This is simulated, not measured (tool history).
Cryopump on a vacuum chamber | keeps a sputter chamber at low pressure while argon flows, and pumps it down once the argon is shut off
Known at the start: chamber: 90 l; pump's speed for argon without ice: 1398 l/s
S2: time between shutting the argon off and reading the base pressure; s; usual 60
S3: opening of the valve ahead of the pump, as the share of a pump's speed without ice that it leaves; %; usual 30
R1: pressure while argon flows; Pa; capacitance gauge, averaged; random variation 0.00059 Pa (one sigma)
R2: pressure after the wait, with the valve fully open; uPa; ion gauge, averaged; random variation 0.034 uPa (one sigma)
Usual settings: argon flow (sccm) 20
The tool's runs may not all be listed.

run 1 hour=0 | argon_flow_(sccm)=20 S2=60 S3=30 | R1=0.0849 R2=2.87
run 2 hour=18.3 | argon_flow_(sccm)=20 S2=60 S3=30 | R1=0.0844 R2=2.87
run 3 hour=27.7 | argon_flow_(sccm)=20 S2=60 S3=30 | R1=0.0852 R2=2.91
run 4 hour=37.4 | argon_flow_(sccm)=20 S2=267 S3=30 | R1=0.0849 R2=1.66
run 5 hour=53.9 | argon_flow_(sccm)=20 S2=267 S3=30 | R1=0.085 R2=1.62
run 6 hour=72.2 | argon_flow_(sccm)=20 S2=267 S3=30 | R1=0.0847 R2=1.65
run 7 hour=85.5 | argon_flow_(sccm)=20 S2=60 S3=34 | R1=0.0768 R2=2.9
run 8 hour=105.5 | argon_flow_(sccm)=20 S2=60 S3=34 | R1=0.0759 R2=2.98
run 9 hour=124.9 | argon_flow_(sccm)=20 S2=60 S3=34 | R1=0.0768 R2=2.98
run 10 hour=137.8 | argon_flow_(sccm)=18 S2=60 S3=30 | R1=0.0784 R2=2.97
run 11 hour=154.3 | argon_flow_(sccm)=21 S2=60 S3=30 | R1=0.0903 R2=3.01
run 12 hour=166.8 | argon_flow_(sccm)=20 S2=60 S3=42 | R1=0.0648 R2=2.91
run 13 hour=184.6 | argon_flow_(sccm)=20 S2=57 S3=30 | R1=0.0866 R2=3.03
run 14 hour=198.5 | argon_flow_(sccm)=20 S2=60 S3=30 | R1=0.0856 R2=3.06
run 15 hour=212 | argon_flow_(sccm)=20 S2=60 S3=54 | R1=0.0517 R2=3.03
run 16 hour=223 | argon_flow_(sccm)=20 S2=298 S3=54 | R1=0.0515 R2=1.76
run 17 hour=237.7 | argon_flow_(sccm)=20 S2=60 S3=30 | R1=0.0868 R2=3.11
run 18 hour=248.9 | argon_flow_(sccm)=11 S2=60 S3=26 | R1=0.0551 R2=3.08
run 19 hour=265 | argon_flow_(sccm)=11 S2=60 S3=26 | R1=0.0548 R2=3.01
run 20 hour=283.7 | argon_flow_(sccm)=11 S2=60 S3=26 | R1=0.0556 R2=3.04
run 21 hour=300.9 | argon_flow_(sccm)=21 S2=249 S3=29 | R1=0.0948 R2=1.87
run 22 hour=319.3 | argon_flow_(sccm)=22 S2=171 S3=58 | R1=0.0534 R2=2.03
run 23 hour=334.7 | argon_flow_(sccm)=22 S2=171 S3=58 | R1=0.0555 R2=2.03
run 24 hour=344.2 | argon_flow_(sccm)=26 S2=171 S3=18 | R1=0.185 R2=2.06
run 25 hour=356.9 | argon_flow_(sccm)=20 S2=60 S3=21 | R1=0.1231 R2=3.12
run 26 hour=373.6 | argon_flow_(sccm)=27 S2=22 S3=30 | R1=0.1183 R2=5.9
-- hour=382.6 pump warmed up, emptied and cooled again
run 27 hour=398.8 | argon_flow_(sccm)=27 S2=22 S3=30 | R1=0.108 R2=5.54
run 28 hour=416 | argon_flow_(sccm)=27 S2=22 S3=30 | R1=0.1095 R2=5.42
run 29 hour=424.9 | argon_flow_(sccm)=27 S2=22 S3=30 | R1=0.1088 R2=5.6
run 30 hour=438.6 | argon_flow_(sccm)=26 S2=38 S3=30 | R1=0.1058 R2=3.65
run 31 hour=449.6 | argon_flow_(sccm)=26 S2=38 S3=30 | R1=0.105 R2=3.65
run 32 hour=465.9 | argon_flow_(sccm)=26 S2=38 S3=30 | R1=0.1053 R2=3.76
run 33 hour=486.3 | argon_flow_(sccm)=30 S2=116 S3=38 | R1=0.0972 R2=1.97
run 34 hour=495.8 | argon_flow_(sccm)=24 S2=44 S3=46 | R1=0.0641 R2=3.43

3 ways to go on from here, each from the tool as it stands after run 34. What would each give?
run A hour=512.7 | argon_flow_(sccm)=20 S2=203 S3=30 | R1=? R2=?
run B hour=512.7 | argon_flow_(sccm)=24 S2=44 S3=34 | R1=? R2=?
run C hour=512.7 | argon_flow_(sccm)=14 S2=40 S3=49 | R1=? R2=?

run=A R1=0.0801 R2=1.67
run=B R1=0.0857 R2=3.34
run=C R1=0.0348 R2=3.5
Without the tool's hidden state the same runs would have given:
run=A R1=0.0792 R2=0.67
run=B R1=0.0847 R2=2.35
run=C R1=0.0341 R2=2.53
